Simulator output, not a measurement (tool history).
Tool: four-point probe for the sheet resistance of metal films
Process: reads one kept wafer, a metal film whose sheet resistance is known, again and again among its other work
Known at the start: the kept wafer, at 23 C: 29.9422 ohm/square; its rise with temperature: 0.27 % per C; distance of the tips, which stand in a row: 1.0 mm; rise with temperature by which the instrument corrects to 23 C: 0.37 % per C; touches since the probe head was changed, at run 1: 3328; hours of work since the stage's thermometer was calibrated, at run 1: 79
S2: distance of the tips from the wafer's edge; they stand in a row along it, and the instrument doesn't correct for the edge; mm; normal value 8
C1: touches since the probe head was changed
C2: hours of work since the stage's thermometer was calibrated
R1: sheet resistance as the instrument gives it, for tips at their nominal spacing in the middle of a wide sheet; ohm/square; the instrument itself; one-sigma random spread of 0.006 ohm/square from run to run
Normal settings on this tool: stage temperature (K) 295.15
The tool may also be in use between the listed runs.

run 1 hour=0 | stage_temperature_(K)=295.15 S2=8 | C1=3328 C2=79 | R1=30.219768
run 2 hour=26.2 | stage_temperature_(K)=295.15 S2=8 | C1=4671 C2=99 | R1=30.222988
run 3 hour=58.4 | stage_temperature_(K)=295.15 S2=8 | C1=6318 C2=123 | R1=30.220957
run 4 hour=72.7 | stage_temperature_(K)=295.15 S2=8 | C1=7051 C2=133 | R1=30.220341
run 5 hour=88.5 | stage_temperature_(K)=295.15 S2=8 | C1=7862 C2=145 | R1=30.225024
run 6 hour=111.8 | stage_temperature_(K)=295.15 S2=8 | C1=9056 C2=162 | R1=30.21533
run 7 hour=129.3 | stage_temperature_(K)=295.15 S2=8 | C1=9954 C2=175 | R1=30.226458
run 8 hour=143.5 | stage_temperature_(K)=295.15 S2=8 | C1=10682 C2=186 | R1=30.224777
run 9 hour=164.6 | stage_temperature_(K)=299.15 S2=8 | C1=11765 C2=202 | R1=30.098348
run 10 hour=198 | stage_temperature_(K)=299.15 S2=8 | C1=13475 C2=226 | R1=30.111352
run 11 hour=215.7 | stage_temperature_(K)=295.15 S2=8 | C1=14380 C2=239 | R1=30.224902
run 12 hour=241.5 | stage_temperature_(K)=295.15 S2=8 | C1=15706 C2=259 | R1=30.229678
run 13 hour=267.9 | stage_temperature_(K)=295.15 S2=8 | C1=17058 C2=278 | R1=30.222056
run 14 hour=301.7 | stage_temperature_(K)=301.15 S2=8 | C1=18789 C2=303 | R1=30.038164
run 15 hour=329.5 | stage_temperature_(K)=292.15 S2=71 | C1=20214 C2=324 | R1=30.051923
run 16 hour=355.9 | stage_temperature_(K)=296.15 S2=4 | C1=21570 C2=344 | R1=30.910279
run 17 hour=376 | stage_temperature_(K)=292.15 S2=26 | C1=22598 C2=358 | R1=30.082368
run 18 hour=406.7 | stage_temperature_(K)=298.15 S2=10 | C1=24171 C2=381 | R1=30.032943
run 19 hour=422.5 | stage_temperature_(K)=297.15 S2=30 | C1=24979 C2=393 | R1=29.925227
run 20 hour=438.4 | stage_temperature_(K)=297.15 S2=30 | C1=25797 C2=405 | R1=29.928313
run 21 hour=453.3 | stage_temperature_(K)=297.15 S2=30 | C1=26558 C2=416 | R1=29.933698
run 22 hour=477.7 | stage_temperature_(K)=297.15 S2=3 | C1=27810 C2=434 | R1=31.593545
run 23 hour=500.8 | stage_temperature_(K)=298.15 S2=11 | C1=28994 C2=451 | R1=30.012633
run 24 hour=533.8 | stage_temperature_(K)=308.15 S2=18 | C1=30684 C2=475 | R1=29.64998
run 25 hour=558.5 | stage_temperature_(K)=308.15 S2=18 | C1=31949 C2=494 | R1=29.65829
run 26 hour=573.2 | stage_temperature_(K)=308.15 S2=18 | C1=32706 C2=505 | R1=29.654136
run 27 hour=595.4 | stage_temperature_(K)=308.15 S2=19 | C1=33844 C2=521 | R1=29.645194
run 28 hour=616 | stage_temperature_(K)=292.15 S2=7 | C1=34897 C2=536 | R1=30.386731

What if the next run were any one of these 5? Each begins from the tool's condition after run 28:
run A hour=638.1 | stage_temperature_(K)=294.15 S2=8 | C1=36030 C2=553 | R1=?
run B hour=638.1 | stage_temperature_(K)=303.15 S2=7 | C1=36030 C2=553 | R1=?
run C hour=638.1 | stage_temperature_(K)=306.15 S2=59 | C1=36030 C2=553 | R1=?
run D hour=638.1 | stage_temperature_(K)=305.15 S2=29 | C1=36030 C2=553 | R1=?
run E hour=638.1 | stage_temperature_(K)=305.15 S2=25 | C1=36030 C2=553 | R1=?

run=A R1=30.259741
run=B R1=30.056486
run=C R1=29.662789
run=D R1=29.707105
run=E R1=29.702511
With no hidden state in the tool, these same runs would have given:
run=A R1=30.260975
run=B R1=30.05771
run=C R1=29.663998
run=D R1=29.708315
run=E R1=29.703721
